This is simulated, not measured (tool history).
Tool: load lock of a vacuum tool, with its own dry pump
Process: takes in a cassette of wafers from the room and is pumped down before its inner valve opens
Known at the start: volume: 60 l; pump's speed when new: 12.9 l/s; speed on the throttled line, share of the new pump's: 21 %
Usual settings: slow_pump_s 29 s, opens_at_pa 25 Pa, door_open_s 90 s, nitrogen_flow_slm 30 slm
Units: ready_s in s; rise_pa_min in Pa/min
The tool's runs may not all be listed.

run,hour,slow_pump_s,opens_at_pa,door_open_s,nitrogen_flow_slm,"incoming humidity of the room's air, %",ready_s,rise_pa_min
1,0.0,29,25,90,30,45.9,65.7,0.155
2,193.4,29,25,90,30,45.1,66.8,0.151
3,348.6,29,26,90,30,44.9,66.7,0.168
4,595.3,29,26,90,30,45.7,66.5,0.172
5,705.0,51,26,90,30,47.3,82.0,0.174
6,941.4,57,26,90,19,45.8,86.9,0.186
7,1119.1,29,29,53,30,43.9,65.2,0.175
8,1238.8,29,29,97,30,47.1,66.2,0.191
9,1488.1,29,29,97,30,47.9,65.8,0.204
10,1595.7,29,33,90,30,46.4,65.9,0.203

Forecast each of these 3 alternatives for the next run:
A,1856.9,29,33,90,5,43.6,?,?
B,1856.9,15,42,90,27,43.9,?,?
C,1856.9,29,18,165,30,43.0,?,?

run,ready_s,rise_pa_min
A,64.8,0.233
B,53.6,0.212
C,68.6,0.225
Without the tool's hidden state the same runs would have given:
run,ready_s,rise_pa_min
A,60.1,0.057
B,48.6,0.036
C,63.4,0.048
